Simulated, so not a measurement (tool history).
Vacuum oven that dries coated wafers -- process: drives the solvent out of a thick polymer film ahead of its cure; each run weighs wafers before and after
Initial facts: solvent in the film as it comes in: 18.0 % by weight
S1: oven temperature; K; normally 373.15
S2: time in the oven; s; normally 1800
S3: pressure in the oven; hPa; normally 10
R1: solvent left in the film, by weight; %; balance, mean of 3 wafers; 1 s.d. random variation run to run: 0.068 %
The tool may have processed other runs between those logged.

{"run": 1, "hour": 0.0, "S1": 373.15, "S2": 1800, "S3": 10, "R1": 4.59}
{"run": 2, "hour": 9.5, "S1": 373.15, "S2": 1740, "S3": 10, "R1": 4.84}
{"run": 3, "hour": 22.2, "S1": 373.15, "S2": 1740, "S3": 10, "R1": 4.76}
{"run": 4, "hour": 37.7, "S1": 373.15, "S2": 1740, "S3": 10, "R1": 4.8}
{"run": 5, "hour": 48.2, "S1": 373.15, "S2": 1740, "S3": 10, "R1": 4.74}
{"run": 6, "hour": 67.0, "S1": 373.15, "S2": 1800, "S3": 10, "R1": 4.71}
{"run": 7, "hour": 83.6, "S1": 373.15, "S2": 1800, "S3": 10, "R1": 4.74}
{"run": 8, "hour": 95.0, "S1": 373.15, "S2": 1800, "S3": 10, "R1": 4.59}
{"run": 9, "hour": 111.6, "S1": 373.15, "S2": 1800, "S3": 10, "R1": 4.68}
{"run": 10, "hour": 124.9, "S1": 384.15, "S2": 1800, "S3": 10, "R1": 2.59}
{"run": 11, "hour": 139.9, "S1": 384.15, "S2": 1800, "S3": 10, "R1": 2.65}
{"run": 12, "hour": 149.8, "S1": 384.15, "S2": 1800, "S3": 10, "R1": 2.68}
{"run": 13, "hour": 166.3, "S1": 385.15, "S2": 1800, "S3": 10, "R1": 2.55}
{"run": 14, "hour": 186.2, "S1": 385.15, "S2": 1800, "S3": 10, "R1": 2.55}
{"run": 15, "hour": 207.7, "S1": 385.15, "S2": 1800, "S3": 10, "R1": 2.5}
{"run": 16, "hour": 220.6, "S1": 373.15, "S2": 1800, "S3": 39.5, "R1": 7.31}
{"run": 17, "hour": 237.6, "S1": 373.15, "S2": 1800, "S3": 39.5, "R1": 7.41}
{"hour": 241.1, "done": "oven's thermocouples calibrated"}
{"run": 18, "hour": 255.4, "S1": 373.15, "S2": 1020, "S3": 10, "R1": 7.25}
{"run": 19, "hour": 267.7, "S1": 373.15, "S2": 1800, "S3": 7.7, "R1": 4.43}
{"run": 20, "hour": 286.7, "S1": 360.15, "S2": 2820, "S3": 5.5, "R1": 4.66}
{"run": 21, "hour": 299.2, "S1": 360.15, "S2": 1200, "S3": 6, "R1": 8.96}
{"run": 22, "hour": 316.2, "S1": 366.15, "S2": 2760, "S3": 21.3, "R1": 5.41}
{"run": 23, "hour": 332.1, "S1": 377.15, "S2": 3060, "S3": 7.3, "R1": 1.72}
{"run": 24, "hour": 342.2, "S1": 373.15, "S2": 2520, "S3": 10, "R1": 3.09}
{"hour": 353.4, "done": "oven's thermocouples calibrated, once more"}
{"run": 25, "hour": 357.0, "S1": 384.15, "S2": 1920, "S3": 19.6, "R1": 3.41}
{"run": 26, "hour": 367.3, "S1": 384.15, "S2": 1920, "S3": 19.6, "R1": 3.4}
{"run": 27, "hour": 378.3, "S1": 384.15, "S2": 1920, "S3": 19.6, "R1": 3.41}
{"run": 28, "hour": 395.6, "S1": 383.15, "S2": 2640, "S3": 26.8, "R1": 3.17}
{"run": 29, "hour": 417.5, "S1": 383.15, "S2": 2640, "S3": 26.8, "R1": 3.26}
{"run": 30, "hour": 431.2, "S1": 373.15, "S2": 1920, "S3": 31.2, "R1": 6.73}
{"run": 31, "hour": 443.2, "S1": 364.15, "S2": 1020, "S3": 19.5, "R1": 10.31}
{"run": 32, "hour": 453.6, "S1": 360.15, "S2": 1860, "S3": 32.2, "R1": 10.57}
{"run": 33, "hour": 469.5, "S1": 360.15, "S2": 1860, "S3": 32.2, "R1": 10.75}
{"run": 34, "hour": 479.5, "S1": 360.15, "S2": 1860, "S3": 32.2, "R1": 10.74}
{"run": 35, "hour": 494.1, "S1": 373.15, "S2": 2160, "S3": 6.9, "R1": 3.78}
{"run": 36, "hour": 504.3, "S1": 364.15, "S2": 1800, "S3": 29, "R1": 9.3}
{"run": 37, "hour": 513.3, "S1": 383.15, "S2": 1320, "S3": 15.4, "R1": 4.86}

4 options for the next run, each taken on its own from the tool as it stands now. Forecast them:
{"run": "A", "hour": 533.3, "S1": 373.15, "S2": 1800, "S3": 31.6, "R1": "?"}
{"run": "B", "hour": 533.3, "S1": 384.15, "S2": 1380, "S3": 32.8, "R1": "?"}
{"run": "C", "hour": 533.3, "S1": 364.15, "S2": 1320, "S3": 12.6, "R1": "?"}
{"run": "D", "hour": 533.3, "S1": 375.15, "S2": 2700, "S3": 10, "R1": "?"}

run=A R1=7.1
run=B R1=5.58
run=C R1=8.79
run=D R1=2.97
Stripped of hidden state, with their random variation kept, the same runs would have yielded:
run=A R1=6.69
run=B R1=5.27
run=C R1=8.38
run=D R1=2.59

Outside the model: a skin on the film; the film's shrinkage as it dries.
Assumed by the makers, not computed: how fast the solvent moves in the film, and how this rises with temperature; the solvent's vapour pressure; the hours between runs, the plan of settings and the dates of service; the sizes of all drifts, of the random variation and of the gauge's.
